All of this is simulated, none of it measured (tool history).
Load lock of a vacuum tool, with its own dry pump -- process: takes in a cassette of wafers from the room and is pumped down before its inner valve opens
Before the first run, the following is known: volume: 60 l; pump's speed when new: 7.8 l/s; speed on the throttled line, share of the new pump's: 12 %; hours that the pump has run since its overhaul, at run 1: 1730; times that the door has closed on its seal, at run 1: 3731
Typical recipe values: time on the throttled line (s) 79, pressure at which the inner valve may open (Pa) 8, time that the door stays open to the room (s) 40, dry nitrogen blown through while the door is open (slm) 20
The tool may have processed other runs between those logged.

| run | hour | time on the throttled line (s) | pressure at which the inner valve may open (Pa) | time that the door stays open to the room (s) | dry nitrogen blown through while the door is open (slm) | hours that the pump has run since its overhaul | times that the door has closed on its seal | incoming humidity of the room's air, % | time from the closed door until the inner valve may open (s) | rise of the pressure with all valves shut (Pa/min) |
|---|---|---|---|---|---|---|---|---|---|---|
| 1 | 0.0 | 79 | 8 | 40 | 20 | 1730 | 3731 | 47.7 | 144.3 | 0.039 |
| 2 | 92.8 | 79 | 8 | 40 | 20 | 1823 | 3848 | 41.5 | 143.2 | 0.037 |
| 3 | 183.8 | 63 | 8 | 40 | 20 | 1914 | 3963 | 44.2 | 128.4 | 0.037 |
| 4 | 239.9 | 63 | 8 | 40 | 5 | 1970 | 4033 | 45.9 | 128.1 | 0.056 |
| 5 | 351.2 | 79 | 13 | 40 | 20 | 2081 | 4174 | 44.1 | 138.7 | 0.039 |
| 6 | 415.4 | 79 | 13 | 40 | 20 | 2146 | 4254 | 44.8 | 139.0 | 0.038 |
| 7 | 527.3 | 79 | 13 | 40 | 18 | 2258 | 4395 | 44.2 | 137.7 | 0.035 |
| 8 | 598.4 | 79 | 13 | 40 | 18 | 2329 | 4485 | 46.3 | 139.6 | 0.051 |
| 9 | 716.5 | 79 | 7 | 40 | 20 | 2447 | 4634 | 47.7 | 145.3 | 0.048 |
| 10 | 833.3 | 79 | 7 | 40 | 20 | 2564 | 4781 | 42.2 | 145.6 | 0.038 |
| 11 | 890.4 | 79 | 7 | 40 | 21 | 2621 | 4853 | 45.9 | 143.7 | 0.042 |
| 12 | 1018.7 | 79 | 7 | 40 | 21 | 2749 | 5014 | 47.6 | 145.9 | 0.048 |
| 13 | 1102.1 | 49 | 7 | 40 | 21 | 2832 | 5119 | 43.8 | 118.9 | 0.040 |
| 14 | 1163.0 | 48 | 6 | 79 | 5 | 2893 | 5196 | 46.9 | 119.9 | 0.093 |
| 15 | 1226.5 | 41 | 16 | 40 | 20 | 2957 | 5276 | 43.5 | 105.8 | 0.044 |
| 16 | 1337.2 | 79 | 10 | 88 | 8 | 3067 | 5416 | 47.6 | 140.9 | 0.087 |
| 17 | 1390.2 | 51 | 8 | 40 | 12 | 3120 | 5482 | 45.7 | 120.1 | 0.049 |
| 18 | 1460.0 | 79 | 8 | 200 | 44 | 3190 | 5570 | 44.1 | 142.9 | 0.078 |
| 19 | 1557.9 | 45 | 8 | 40 | 41 | 3288 | 5694 | 44.2 | 113.8 | 0.034 |
| 20 | 1677.7 | 72 | 8 | 40 | 20 | 3408 | 5845 | 43.7 | 137.8 | 0.046 |
| 21 | 1799.9 | 72 | 8 | 40 | 20 | 3530 | 5998 | 45.3 | 136.6 | 0.043 |
| 22 | 1876.8 | 72 | 8 | 40 | 20 | 3607 | 6095 | 43.6 | 137.3 | 0.046 |
| 23 | 1978.3 | 72 | 8 | 40 | 20 | 3709 | 6223 | 44.1 | 137.8 | 0.043 |
| 24 | 2047.0 | 72 | 8 | 40 | 20 | 3777 | 6310 | 44.7 | 139.2 | 0.048 |
| 25 | 2100.0 | 54 | 9 | 58 | 4 | 3830 | 6376 | 43.0 | 121.3 | 0.066 |
| 26 | 2217.9 | 54 | 9 | 58 | 4 | 3948 | 6525 | 47.3 | 121.2 | 0.077 |

Alternative continuations, all from the tool just after run 26; predict every row:
| A | 2320.7 | 71 | 8 | 40 | 20 | 4051 | 6654 | 44.0 | ? | ? |
| B | 2320.7 | 79 | 12 | 40 | 20 | 4051 | 6654 | 43.6 | ? | ? |
| C | 2320.7 | 54 | 14 | 111 | 19 | 4051 | 6654 | 41.8 | ? | ? |

| run | time from the closed door until the inner valve may open (s) | rise of the pressure with all valves shut (Pa/min) |
|---|---|---|
| A | 137.4 | 0.043 |
| B | 139.9 | 0.043 |
| C | 117.8 | 0.077 |
With no hidden state in the tool, these same runs would have given:
| run | time from the closed door until the inner valve may open (s) | rise of the pressure with all valves shut (Pa/min) |
|---|---|---|
| A | 134.8 | 0.027 |
| B | 137.6 | 0.026 |
| C | 115.4 | 0.061 |
